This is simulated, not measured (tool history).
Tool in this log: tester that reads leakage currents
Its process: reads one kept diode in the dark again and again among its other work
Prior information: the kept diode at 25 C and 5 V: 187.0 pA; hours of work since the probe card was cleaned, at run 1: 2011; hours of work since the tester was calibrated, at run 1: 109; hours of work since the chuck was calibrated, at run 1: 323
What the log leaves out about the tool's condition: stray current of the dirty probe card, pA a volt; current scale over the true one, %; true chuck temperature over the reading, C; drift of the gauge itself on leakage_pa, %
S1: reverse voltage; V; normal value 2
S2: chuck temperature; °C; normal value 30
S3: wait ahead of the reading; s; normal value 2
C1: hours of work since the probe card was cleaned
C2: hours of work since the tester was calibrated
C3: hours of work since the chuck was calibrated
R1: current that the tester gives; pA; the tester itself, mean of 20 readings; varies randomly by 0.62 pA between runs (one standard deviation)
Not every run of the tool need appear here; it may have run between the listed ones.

run,hour,S1,S2,S3,C1,C2,C3,R1
1,0,2,30,2,2011,109,323,206.68
2,34.9,2,30,2,2028,126,340,203.92
# hour 80.3: probe card cleaned and baked
3,105.4,2,30,2,12,159,372,204.83
4,174,2,30,2,45,192,405,205.13
5,255.1,2,30,2,85,231,445,205.19
6,306.9,2,30,2,110,256,470,205.24
7,355.8,2,25,2,133,280,493,137.43
8,412.5,2,25,2,161,307,521,136.55
9,473,2,25,2,190,337,550,137.19
10,515.1,2,30,0.52,210,357,570,205.98
11,580,2,51,2,242,388,602,975.27
12,646.7,2,26,2,274,421,634,148.86
13,693.8,2,26,2,297,444,657,149.57
14,727.7,2,30,4.49,313,460,673,204.77
15,801.2,2,30,3.26,349,495,709,204.44
16,862.7,2,30,3.4,379,525,739,205.92
17,906.2,2.11,30,1.52,400,546,760,210.56
18,943.4,9.95,53,1.52,418,564,778,1922.35
19,1010.5,2,57,1.03,450,597,810,1462.3
20,1079.4,1.01,58,1.73,483,630,843,1238.01
21,1152.2,1.01,58,1.73,519,665,879,1238.6
22,1216.1,18.29,32,3.28,549,696,910,511.47

Run 23 comes next. What will it give?
23,1286.2,18.29,32,3.28,583,730,944,?

{"run 23": {"R1": 512.18}}
Were there no unlogged condition in the tool, this run, its random variation unchanged, would have produced R1 512.32 pA.

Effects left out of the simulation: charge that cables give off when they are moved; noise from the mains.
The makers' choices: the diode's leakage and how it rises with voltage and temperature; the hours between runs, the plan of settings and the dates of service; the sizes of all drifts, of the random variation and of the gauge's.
